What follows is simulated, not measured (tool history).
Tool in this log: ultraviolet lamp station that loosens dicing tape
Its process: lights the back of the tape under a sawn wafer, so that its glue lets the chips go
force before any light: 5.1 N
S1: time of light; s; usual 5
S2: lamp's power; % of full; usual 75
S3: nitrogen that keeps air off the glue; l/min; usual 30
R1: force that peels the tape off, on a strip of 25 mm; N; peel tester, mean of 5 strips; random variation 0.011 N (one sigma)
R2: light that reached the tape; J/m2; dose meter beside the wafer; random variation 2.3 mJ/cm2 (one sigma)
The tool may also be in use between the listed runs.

run	hour	S1	S2	S3	R1	R2
1	0	5	75	30	0.766	1830
2	12	5	75	30	0.809	1780
# hour 35.7: window cleaned of glue's vapour
3	35.7	5	75	30	0.615	2110
4	46.3	4	75	30	0.855	1640
5	67.3	5	78	30	0.565	2150
6	90.3	5	78	30	0.583	2130
7	101.3	5	78	30	0.584	2140
8	113.3	5	78	30	0.602	2100
9	136.1	5	78	30	0.616	2130
10	157.1	5	78	30	0.594	2090
11	168.5	6	78	30	0.433	2510
12	193.1	6	75	30	0.492	2390
13	205.7	6	75	30	0.472	2380
14	227.1	4	75	30	0.994	1590
15	242.2	4	75	30	0.908	1560
16	263.1	4	75	30	1.015	1540
17	279.4	5	75	30	0.671	1890
18	301	5	75	30	0.719	1890
19	314.7	5	75	13	1.121	1920
20	327.1	5	75	30	0.711	1880
21	339	5	75	30	0.72	1880
22	353.4	5	75	30	0.747	1880
23	363.2	3	75	31	1.458	1160
24	380.4	3	70	58	1.365	1010
25	395.5	3	70	48	1.404	1020
26	409.9	5	90	46	0.453	2170
27	426	6	74	17	0.791	2130
28	443.8	5	99	30	0.501	2390
29	456.7	5	81	30	0.705	1970
30	474.6	8	61	52	0.386	2290
31	493.2	9	60	16	0.615	2560
32	517.7	9	60	16	0.643	2510
33	540.2	9	76	16	0.443	3190
34	552.3	5	73	30	0.845	1670
35	574.1	5	73	30	0.864	1660
36	589.7	5	73	30	0.915	1620
37	610.5	5	75	24	0.951	1700
38	634	5	66	26	1.145	1530
39	657.8	4	75	13	1.683	1330
40	669.1	4	61	30	1.548	1060
41	691.9	2	97	9	2.667	820
42	709.2	2	97	11	2.705	810
43	721.8	5	85	52	0.614	1860
44	735.3	4	99	31	0.852	1680

Results per run with the tool's hidden condition removed, run-to-run variation unchanged:
Hidden conditions of the tool in this case: lamp's light, % of a new lamp's; light that the window lets through, % of a clean one's; drift of the gauge itself on peel_n, %; drift of the gauge itself on dose_mj_cm2, %.
run	R1	R2
1	0.487	2400
2	0.509	2350
3	0.504	2370
4	0.707	1850
5	0.453	2450
6	0.462	2440
7	0.46	2470
8	0.471	2430
9	0.476	2480
10	0.449	2450
11	0.33	2960
12	0.37	2850
13	0.351	2840
14	0.742	1910
15	0.672	1900
16	0.741	1890
17	0.474	2340
18	0.5	2350
19	0.804	2390
20	0.486	2360
21	0.49	2370
22	0.501	2380
23	1.077	1460
24	0.977	1290
25	1.009	1310
26	0.301	2820
27	0.509	2780
28	0.326	3140
29	0.441	2590
30	0.259	3040
31	0.379	3410
32	0.39	3390
33	0.28	4350
34	0.503	2290
35	0.508	2300
36	0.538	2260
37	0.554	2390
38	0.677	2140
39	1.093	1900
40	0.976	1530
41	2.034	1200
42	2.017	1190
43	0.33	2700
44	0.452	2480
